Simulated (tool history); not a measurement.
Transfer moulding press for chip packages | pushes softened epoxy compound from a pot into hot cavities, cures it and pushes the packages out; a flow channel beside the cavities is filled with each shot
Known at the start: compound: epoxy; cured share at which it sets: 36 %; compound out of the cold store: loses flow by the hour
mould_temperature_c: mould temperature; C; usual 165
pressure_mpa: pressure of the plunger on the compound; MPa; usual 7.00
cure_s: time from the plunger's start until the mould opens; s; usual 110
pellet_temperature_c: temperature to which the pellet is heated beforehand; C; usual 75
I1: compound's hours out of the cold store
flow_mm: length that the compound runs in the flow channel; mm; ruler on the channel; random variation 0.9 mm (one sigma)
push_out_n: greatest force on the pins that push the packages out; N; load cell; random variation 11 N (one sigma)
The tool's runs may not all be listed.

{"run": 1, "day": 0.0, "mould_temperature_c": 165, "pressure_mpa": 7.0, "cure_s": 110, "pellet_temperature_c": 75, "I1": 18.2, "flow_mm": 961.8, "push_out_n": 801}
{"run": 2, "day": 1.092, "mould_temperature_c": 165, "pressure_mpa": 7.0, "cure_s": 131, "pellet_temperature_c": 75, "I1": 44.0, "flow_mm": 896.6, "push_out_n": 642}
{"day": 2.696, "done": "plunger's sealing rings changed"}
{"day": 2.758, "done": "cavities cleaned with cleaning compound and waxed"}
{"run": 3, "day": 2.996, "mould_temperature_c": 159, "pressure_mpa": 7.0, "cure_s": 131, "pellet_temperature_c": 75, "I1": 23.6, "flow_mm": 995.1, "push_out_n": 894}
{"run": 4, "day": 4.296, "mould_temperature_c": 159, "pressure_mpa": 7.0, "cure_s": 131, "pellet_temperature_c": 75, "I1": 10.7, "flow_mm": 1027.9, "push_out_n": 897}
{"run": 5, "day": 6.579, "mould_temperature_c": 159, "pressure_mpa": 7.0, "cure_s": 131, "pellet_temperature_c": 75, "I1": 12.5, "flow_mm": 1016.7, "push_out_n": 905}
{"day": 6.75, "done": "cavities cleaned with cleaning compound and waxed"}
{"day": 7.238, "done": "cavities cleaned with cleaning compound and waxed, once more"}
{"run": 6, "day": 8.733, "mould_temperature_c": 159, "pressure_mpa": 7.0, "cure_s": 131, "pellet_temperature_c": 75, "I1": 17.5, "flow_mm": 999.4, "push_out_n": 818}
{"run": 7, "day": 10.754, "mould_temperature_c": 172, "pressure_mpa": 7.0, "cure_s": 131, "pellet_temperature_c": 75, "I1": 38.7, "flow_mm": 882.5, "push_out_n": 579}
{"day": 11.171, "done": "cavities cleaned with cleaning compound and waxed"}
{"run": 8, "day": 11.958, "mould_temperature_c": 172, "pressure_mpa": 7.0, "cure_s": 142, "pellet_temperature_c": 75, "I1": 46.4, "flow_mm": 863.4, "push_out_n": 482}
{"day": 13.65, "done": "plunger's sealing rings changed"}
{"run": 9, "day": 14.296, "mould_temperature_c": 172, "pressure_mpa": 7.0, "cure_s": 142, "pellet_temperature_c": 75, "I1": 33.4, "flow_mm": 907.0, "push_out_n": 564}
{"day": 15.283, "done": "cavities cleaned with cleaning compound and waxed"}
{"run": 10, "day": 15.904, "mould_temperature_c": 172, "pressure_mpa": 7.0, "cure_s": 134, "pellet_temperature_c": 75, "I1": 30.2, "flow_mm": 911.3, "push_out_n": 505}
{"run": 11, "day": 18.108, "mould_temperature_c": 172, "pressure_mpa": 7.0, "cure_s": 134, "pellet_temperature_c": 75, "I1": 11.0, "flow_mm": 954.1, "push_out_n": 570}
{"day": 19.192, "done": "cavities cleaned with cleaning compound and waxed"}
{"run": 12, "day": 19.758, "mould_temperature_c": 172, "pressure_mpa": 7.0, "cure_s": 134, "pellet_temperature_c": 75, "I1": 46.0, "flow_mm": 869.4, "push_out_n": 482}
{"run": 13, "day": 20.967, "mould_temperature_c": 165, "pressure_mpa": 7.0, "cure_s": 136, "pellet_temperature_c": 75, "I1": 30.3, "flow_mm": 934.8, "push_out_n": 578}
{"day": 21.75, "done": "mould's thermocouples calibrated"}
{"day": 23.242, "done": "cavities cleaned with cleaning compound and waxed"}
{"run": 14, "day": 23.242, "mould_temperature_c": 162, "pressure_mpa": 6.97, "cure_s": 143, "pellet_temperature_c": 75, "I1": 29.6, "flow_mm": 933.8, "push_out_n": 431}
{"day": 24.533, "done": "plunger's sealing rings changed"}
{"run": 15, "day": 25.392, "mould_temperature_c": 162, "pressure_mpa": 6.97, "cure_s": 143, "pellet_temperature_c": 75, "I1": 33.8, "flow_mm": 938.2, "push_out_n": 584}
{"run": 16, "day": 26.896, "mould_temperature_c": 165, "pressure_mpa": 5.53, "cure_s": 109, "pellet_temperature_c": 75, "I1": 35.3, "flow_mm": 818.3, "push_out_n": 757}
{"day": 27.267, "done": "cavities cleaned with cleaning compound and waxed"}
{"run": 17, "day": 28.225, "mould_temperature_c": 163, "pressure_mpa": 7.0, "cure_s": 125, "pellet_temperature_c": 75, "I1": 43.2, "flow_mm": 910.5, "push_out_n": 602}
{"run": 18, "day": 29.208, "mould_temperature_c": 163, "pressure_mpa": 5.62, "cure_s": 125, "pellet_temperature_c": 84, "I1": 27.3, "flow_mm": 847.4, "push_out_n": 681}
{"run": 19, "day": 30.358, "mould_temperature_c": 168, "pressure_mpa": 6.42, "cure_s": 124, "pellet_temperature_c": 83, "I1": 44.1, "flow_mm": 843.7, "push_out_n": 600}
{"day": 31.208, "done": "cavities cleaned with cleaning compound and waxed"}
{"run": 20, "day": 31.442, "mould_temperature_c": 168, "pressure_mpa": 6.42, "cure_s": 124, "pellet_temperature_c": 83, "I1": 30.5, "flow_mm": 871.9, "push_out_n": 453}
{"run": 21, "day": 33.633, "mould_temperature_c": 166, "pressure_mpa": 5.37, "cure_s": 133, "pellet_temperature_c": 83, "I1": 39.6, "flow_mm": 783.1, "push_out_n": 595}
{"day": 35.096, "done": "cavities cleaned with cleaning compound and waxed"}
{"run": 22, "day": 35.096, "mould_temperature_c": 157, "pressure_mpa": 8.75, "cure_s": 136, "pellet_temperature_c": 79, "I1": 14.8, "flow_mm": 1120.3, "push_out_n": 575}
{"day": 35.358, "done": "plunger's sealing rings changed"}
{"run": 23, "day": 37.254, "mould_temperature_c": 165, "pressure_mpa": 5.72, "cure_s": 110, "pellet_temperature_c": 82, "I1": 38.2, "flow_mm": 830.3, "push_out_n": 718}
{"run": 24, "day": 38.225, "mould_temperature_c": 166, "pressure_mpa": 6.33, "cure_s": 96, "pellet_temperature_c": 79, "I1": 37.8, "flow_mm": 869.8, "push_out_n": 911}
{"day": 39.129, "done": "cavities cleaned with cleaning compound and waxed"}
{"run": 25, "day": 40.404, "mould_temperature_c": 166, "pressure_mpa": 6.33, "cure_s": 105, "pellet_temperature_c": 79, "I1": 38.1, "flow_mm": 865.7, "push_out_n": 695}
{"run": 26, "day": 41.554, "mould_temperature_c": 165, "pressure_mpa": 7.56, "cure_s": 121, "pellet_temperature_c": 75, "I1": 34.6, "flow_mm": 956.6, "push_out_n": 656}

The same runs without the tool's hidden state, with the same run-to-run variation:
The hidden state here: true mould temperature over the reading, C; pressure that reaches the compound, % of what is set; grip of the stained cavities, % over clean ones'; drift of the gauge itself on flow_mm, %; drift of the gauge itself on push_out_n, %.
run=1 flow_mm=973.2 push_out_n=520
run=2 flow_mm=909.4 push_out_n=410
run=3 flow_mm=990.2 push_out_n=506
run=4 flow_mm=1025.2 push_out_n=519
run=5 flow_mm=1018.1 push_out_n=525
run=6 flow_mm=1004.5 push_out_n=515
run=7 flow_mm=891.9 push_out_n=369
run=8 flow_mm=874.4 push_out_n=370
run=9 flow_mm=903.5 push_out_n=366
run=10 flow_mm=910.3 push_out_n=392
run=11 flow_mm=956.7 push_out_n=365
run=12 flow_mm=874.6 push_out_n=379
run=13 flow_mm=941.3 push_out_n=374
run=14 flow_mm=955.6 push_out_n=416
run=15 flow_mm=944.9 push_out_n=389
run=16 flow_mm=826.2 push_out_n=489
run=17 flow_mm=921.3 push_out_n=440
run=18 flow_mm=859.1 push_out_n=457
run=19 flow_mm=857.0 push_out_n=385
run=20 flow_mm=887.4 push_out_n=400
run=21 flow_mm=799.9 push_out_n=387
run=22 flow_mm=1147.2 push_out_n=549
run=23 flow_mm=833.3 push_out_n=475
run=24 flow_mm=874.3 push_out_n=582
run=25 flow_mm=873.6 push_out_n=482
run=26 flow_mm=967.3 push_out_n=427

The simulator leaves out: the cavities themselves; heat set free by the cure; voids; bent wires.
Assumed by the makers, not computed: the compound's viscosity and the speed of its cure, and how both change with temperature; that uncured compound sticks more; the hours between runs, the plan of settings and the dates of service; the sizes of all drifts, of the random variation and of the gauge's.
